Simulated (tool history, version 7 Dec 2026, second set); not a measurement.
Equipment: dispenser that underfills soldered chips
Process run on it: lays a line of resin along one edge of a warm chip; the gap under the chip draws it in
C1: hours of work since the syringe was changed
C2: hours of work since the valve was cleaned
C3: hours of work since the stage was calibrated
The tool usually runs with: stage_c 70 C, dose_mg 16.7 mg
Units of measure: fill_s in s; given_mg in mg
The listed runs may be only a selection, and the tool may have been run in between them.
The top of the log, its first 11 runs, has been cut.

Run 12, hour 77.9: usual settings but stage_c 55 C, dose_mg 16.9 mg; C1 6; C2 25; C3 137. Result: fill_s 354.7 s, given_mg 16.54 mg.
At hour 82.9: new syringe of resin.
Run 13, hour 85.1: usual settings but stage_c 55 C, dose_mg 16.9 mg; C1 2; C2 30; C3 141. Result: fill_s 284.1 s, given_mg 16.44 mg.
Run 14, hour 93.6: usual settings but stage_c 55 C, dose_mg 16.9 mg; C1 7; C2 36; C3 147. Result: fill_s 386.2 s, given_mg 16.5 mg.
At hour 95.8: new syringe of resin.
Run 15, hour 98.9: usual settings but stage_c 83 C; C1 2; C2 39; C3 150. Result: fill_s 123.1 s, given_mg 16.11 mg.
Run 16, hour 104.1: usual settings but stage_c 83 C; C1 6; C2 43; C3 154. Result: fill_s 151.8 s, given_mg 16.19 mg.
At hour 109: new syringe of resin.
At hour 110: dispensing valve cleaned and set on the balance.
Run 17, hour 110.2: usual settings but stage_c 83 C; C1 0; C2 0; C3 157. Result: fill_s 112.3 s, given_mg 16.58 mg.
Run 18, hour 114.8: usual settings but stage_c 61 C, dose_mg 17.9 mg; C1 3; C2 3; C3 160. Result: fill_s 249.6 s, given_mg 17.67 mg.
At hour 123.3: new syringe of resin.
Run 19, hour 124.4: usual settings but stage_c 61 C, dose_mg 17.9 mg; C1 1; C2 10; C3 167. Result: fill_s 218.5 s, given_mg 17.79 mg.
Run 20, hour 129.9: usual settings but stage_c 67 C, dose_mg 15.6 mg; C1 4; C2 13; C3 170. Result: fill_s 223.6 s, given_mg 15.32 mg.
Run 21, hour 134.4: usual settings but dose_mg 15.9 mg; C1 8; C2 16; C3 173. Result: fill_s 238.5 s, given_mg 15.59 mg.
At hour 136.4: new syringe of resin.
Run 22, hour 141.3: usual settings but dose_mg 15.9 mg; C1 3; C2 21; C3 178. Result: fill_s 194.7 s, given_mg 15.68 mg.
Run 23, hour 146.3: usual settings but stage_c 81 C, dose_mg 18.8 mg; C1 7; C2 24; C3 181. Result: fill_s 160 s, given_mg 18.56 mg.
At hour 149.2: new syringe of resin.
Run 24, hour 150.8: usual settings but stage_c 73 C, dose_mg 14.8 mg; C1 1; C2 27; C3 184. Result: fill_s 162.3 s, given_mg 14.4 mg.
Run 25, hour 155.9: usual settings but stage_c 84 C, dose_mg 16.2 mg; C1 5; C2 31; C3 188. Result: fill_s 137.1 s, given_mg 15.73 mg.
At hour 162.1: new syringe of resin.
Run 26, hour 163.1: usual settings but stage_c 65 C, dose_mg 19 mg; C1 1; C2 35; C3 192. Result: fill_s 192.5 s, given_mg 18.42 mg.
Run 27, hour 171.9: usual settings but stage_c 55 C, dose_mg 14.3 mg; C1 7; C2 41; C3 198. Result: fill_s 396.4 s, given_mg 13.75 mg.
At hour 175.1: new syringe of resin.
At hour 179.4: dispensing valve cleaned and set on the balance.
Run 28, hour 182.3: usual settings but dose_mg 14.7 mg; C1 4; C2 2; C3 205. Result: fill_s 209.7 s, given_mg 14.69 mg.
Run 29, hour 188.4: usual settings but stage_c 57 C, dose_mg 15.4 mg; C1 8; C2 6; C3 209. Result: fill_s 388.5 s, given_mg 15.17 mg.
At hour 189.6: new syringe of resin.
Run 30, hour 197: usual settings but stage_c 57 C, dose_mg 15.4 mg; C1 5; C2 12; C3 214. Result: fill_s 324.8 s, given_mg 15.29 mg.
At hour 202.9: new syringe of resin.
Run 31, hour 206.6: usual settings but stage_c 66 C, dose_mg 15.4 mg; C1 3; C2 18; C3 221. Result: fill_s 215.1 s, given_mg 15.27 mg.
At hour 216: new syringe of resin.
Run 32, hour 216: usual settings but stage_c 84 C; C1 0; C2 24; C3 227. Result: fill_s 105.5 s, given_mg 16.29 mg.
Run 33, hour 221.6: usual settings but stage_c 77 C, dose_mg 20.4 mg; C1 4; C2 28; C3 231. Result: fill_s 154.2 s, given_mg 19.9 mg.

Predict each of these 5 candidate next runs independently; none follows another, all start after run 33:
At hour 229.5: new syringe of resin.
Run A, hour 230.2: usual settings but dose_mg 17.7 mg; C1 0; C2 34; C3 236. Result: fill_s ?, given_mg ?.
At hour 229.5: new syringe of resin.
Run B, hour 230.2: usual settings but stage_c 82 C, dose_mg 20.1 mg; C1 0; C2 34; C3 236. Result: fill_s ?, given_mg ?.
At hour 229.5: new syringe of resin.
Run C, hour 230.2: usual settings but stage_c 77 C, dose_mg 19.8 mg; C1 0; C2 34; C3 236. Result: fill_s ?, given_mg ?.
At hour 229.5: new syringe of resin.
Run D, hour 230.2: usual settings but stage_c 73 C, dose_mg 20.4 mg; C1 0; C2 34; C3 236. Result: fill_s ?, given_mg ?.
At hour 229.5: new syringe of resin.
Run E, hour 230.2: usual settings but stage_c 84 C, dose_mg 21.2 mg; C1 0; C2 34; C3 236. Result: fill_s ?, given_mg ?.

run  fill_s  given_mg
  A     164     17.15
  B   111.8      19.5
  C   128.2     19.37
  D   146.2     19.93
  E   106.1     20.79
Had the tool no hidden state, the same runs would have come out as:
run  fill_s  given_mg
  A   164.4     17.58
  B   112.1     19.99
  C   128.6     19.86
  D   146.8     20.43
  E   106.4     21.31
